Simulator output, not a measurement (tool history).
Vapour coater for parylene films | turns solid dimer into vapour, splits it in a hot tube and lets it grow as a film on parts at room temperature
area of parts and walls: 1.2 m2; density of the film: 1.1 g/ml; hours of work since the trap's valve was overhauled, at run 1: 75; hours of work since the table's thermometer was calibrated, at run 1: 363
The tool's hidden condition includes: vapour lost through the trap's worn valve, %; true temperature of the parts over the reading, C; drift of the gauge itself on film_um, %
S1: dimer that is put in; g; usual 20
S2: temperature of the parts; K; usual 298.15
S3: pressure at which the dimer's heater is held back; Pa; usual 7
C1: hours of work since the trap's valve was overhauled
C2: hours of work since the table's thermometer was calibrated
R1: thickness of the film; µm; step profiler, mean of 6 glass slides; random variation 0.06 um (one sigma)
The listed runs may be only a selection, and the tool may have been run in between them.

run 1 hour=0 | S1=20 S2=298.15 S3=7 | C1=75 C2=363 | R1=6.88
run 2 hour=26.9 | S1=20 S2=298.15 S3=7 | C1=87 C2=375 | R1=6.95
run 3 hour=49.3 | S1=20 S2=298.15 S3=7 | C1=97 C2=385 | R1=6.85
run 4 hour=65.8 | S1=20 S2=298.15 S3=7 | C1=104 C2=392 | R1=6.75
run 5 hour=85.4 | S1=20 S2=298.15 S3=7 | C1=112 C2=401 | R1=6.81
run 6 hour=114.1 | S1=20 S2=298.15 S3=7 | C1=125 C2=413 | R1=6.81
-- hour=119.4 trap's valve overhauled
run 7 hour=141.9 | S1=20 S2=298.15 S3=7 | C1=10 C2=424 | R1=6.56
run 8 hour=160.1 | S1=20 S2=298.15 S3=7 | C1=18 C2=432 | R1=6.64
run 9 hour=184.5 | S1=23 S2=297.15 S3=7 | C1=29 C2=442 | R1=7.6
run 10 hour=199.3 | S1=20 S2=291.15 S3=7 | C1=35 C2=449 | R1=7.29
run 11 hour=213 | S1=25 S2=294.15 S3=5.46 | C1=41 C2=455 | R1=8.99
run 12 hour=242.2 | S1=15 S2=294.15 S3=3.8 | C1=54 C2=468 | R1=5.63
run 13 hour=265.7 | S1=15 S2=294.15 S3=3.8 | C1=64 C2=478 | R1=5.62

Predict each of these 4 candidate next runs independently; none follows another, all start after run 13:
-- hour=289.4 trap's valve overhauled, once more
run A hour=289.7 | S1=15 S2=299.15 S3=3.8 | C1=0 C2=487 | R1=?
-- hour=289.4 trap's valve overhauled, once more
run B hour=289.7 | S1=15 S2=301.15 S3=7.8 | C1=0 C2=487 | R1=?
-- hour=289.4 trap's valve overhauled, once more
run C hour=289.7 | S1=20 S2=296.15 S3=6.56 | C1=0 C2=487 | R1=?
-- hour=289.4 trap's valve overhauled, once more
run D hour=289.7 | S1=15 S2=301.15 S3=2.3 | C1=0 C2=487 | R1=?

run=A R1=5.74
run=B R1=5
run=C R1=7.49
run=D R1=5.96
Stripped of hidden state, with their random variation kept, the same runs would have yielded:
run=A R1=5.74
run=B R1=4.99
run=C R1=7.48
run=D R1=5.95
